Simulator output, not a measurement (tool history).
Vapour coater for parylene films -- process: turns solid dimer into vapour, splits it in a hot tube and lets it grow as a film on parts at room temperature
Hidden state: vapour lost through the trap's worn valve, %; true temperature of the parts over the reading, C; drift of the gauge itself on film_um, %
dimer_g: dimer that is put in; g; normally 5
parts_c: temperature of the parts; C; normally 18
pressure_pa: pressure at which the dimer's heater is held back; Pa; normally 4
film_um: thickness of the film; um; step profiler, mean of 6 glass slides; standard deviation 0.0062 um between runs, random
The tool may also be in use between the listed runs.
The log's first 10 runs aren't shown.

| run | hour | dimer_g | parts_c | pressure_pa | hours of work since the trap's valve was overhauled | hours of work since the table's thermometer was calibrated | film_um |
|---|---|---|---|---|---|---|---|
| 11 | 130.1 | 5 | 18 | 4 | 480 | 218 | 0.761 |
| 12 | 146.2 | 5 | 18 | 4 | 494 | 231 | 0.765 |
| 13 | 157.5 | 5 | 19 | 4 | 503 | 241 | 0.734 |
| 14 | 169.5 | 5 | 19 | 4 | 513 | 251 | 0.734 |
| 15 | 178.2 | 6 | 18 | 4 | 520 | 258 | 0.917 |
| 16 | 189.5 | 6 | 18 | 4 | 530 | 267 | 0.916 |
| 17 | 208.3 | 3 | 13 | 4 | 545 | 283 | 0.542 |
| 18 | 225.6 | 5 | 18 | 10.53 | 560 | 297 | 0.687 |
|  | 231 | trap's valve overhauled |
| 19 | 238.5 | 5 | 18 | 9.45 | 6 | 305 | 0.658 |
| 20 | 248.4 | 5 | 12 | 9.45 | 14 | 313 | 0.83 |
| 21 | 264.1 | 2 | 12 | 7.6 | 27 | 326 | 0.35 |
|  | 272.9 | trap's valve overhauled, once more |
| 22 | 286.7 | 8 | 12 | 7.6 | 11 | 342 | 1.514 |
| 23 | 299.1 | 8 | 12 | 7.6 | 22 | 352 | 1.51 |
| 24 | 311.7 | 7 | 21 | 4.21 | 32 | 362 | 1.004 |
| 25 | 326.1 | 5 | 21 | 5.49 | 44 | 374 | 0.7 |
| 26 | 343.9 | 2 | 13 | 4 | 59 | 389 | 0.394 |
| 27 | 360.2 | 5 | 17 | 4 | 72 | 403 | 0.837 |

What does the tool deliver on the next run?
| 28 | 371.4 | 5 | 29 | 4 | 82 | 412 | ? |

Run 28 yielded film_um 0.523 um.
Were there no unlogged condition in the tool, this run, its random variation unchanged, would have produced film_um 0.528 um.
